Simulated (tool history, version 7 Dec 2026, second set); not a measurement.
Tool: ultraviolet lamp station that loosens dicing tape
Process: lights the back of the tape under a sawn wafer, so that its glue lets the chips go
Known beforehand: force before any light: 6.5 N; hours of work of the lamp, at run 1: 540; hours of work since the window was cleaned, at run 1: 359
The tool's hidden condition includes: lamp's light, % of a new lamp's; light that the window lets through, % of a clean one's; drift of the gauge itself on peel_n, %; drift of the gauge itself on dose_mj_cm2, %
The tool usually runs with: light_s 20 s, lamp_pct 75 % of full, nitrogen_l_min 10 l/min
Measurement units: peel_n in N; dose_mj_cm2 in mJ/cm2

run   hour  light_s  lamp_pct  nitrogen_l_min  hours of work of the lamp  hours of work since the window was cleaned  peel_n  dose_mj_cm2
  1    0.0       20        75              10                        540                                         359   0.903          449
  2   22.5       20        75              10                        556                                         375   0.931          441
  3   45.4       22        75              10                        572                                         392   0.794          492
  4   57.5       20        75               4                        581                                         401   1.732          437
  5   76.1       20        75               4                        594                                         414   1.743          434
  6   91.7       20        75              10                        605                                         425   0.962          438
  7  112.5       20        75              10                        620                                         440   0.998          431
  8  136.3       20        75              10                        637                                         457   1.017          425
  9  161.7       38        75              10                        655                                         475   0.243          809
 10  178.6       38        75              10                        668                                         487   0.261          792
 11  201.6       38        75              10                        684                                         504   0.263          782
 12  212.5       38        75              10                        692                                         512   0.258          787
 13  224.8       18        91               3                        701                                         520   2.000          452
 14  237.0       18        91               3                        709                                         529   1.964          453
 15  262.2       33        75              12                        727                                         547   0.317          677
 16  287.6       33        75              12                        746                                         565   0.323          673
 17  309.2       14        61              16                        761                                         581   1.962          227
 18  329.1       14        61              16                        775                                         595   1.887          231
 19  341.1       32        69               6                        784                                         604   0.830          584
 20  352.5       12        65              15                        792                                         612   2.194          206
 21  375.2       38        93              16                        808                                         628   0.123          928
 22  387.3       12        75              11                        817                                         637   2.123          241
 23  404.7       20        93               5                        830                                         649   1.298          489

How would selected steps in peel_n from run to run divide? Give the signed amount a tool lacking its hidden state would still show from settings, what came in and random variation, and the signed amount left for the hidden state, including any gauge scatter that is not in both of the compared results.
Run 20 -> 21: light_s 12 -> 38, lamp_pct 65 -> 93, nitrogen_l_min 15 -> 16. peel_n -2.071 N: hidden state -0.722, all else -1.349.
Run 21 -> 22: light_s 38 -> 12, lamp_pct 93 -> 75, nitrogen_l_min 16 -> 11. peel_n +2.000 N: hidden state +0.734, all else +1.266.
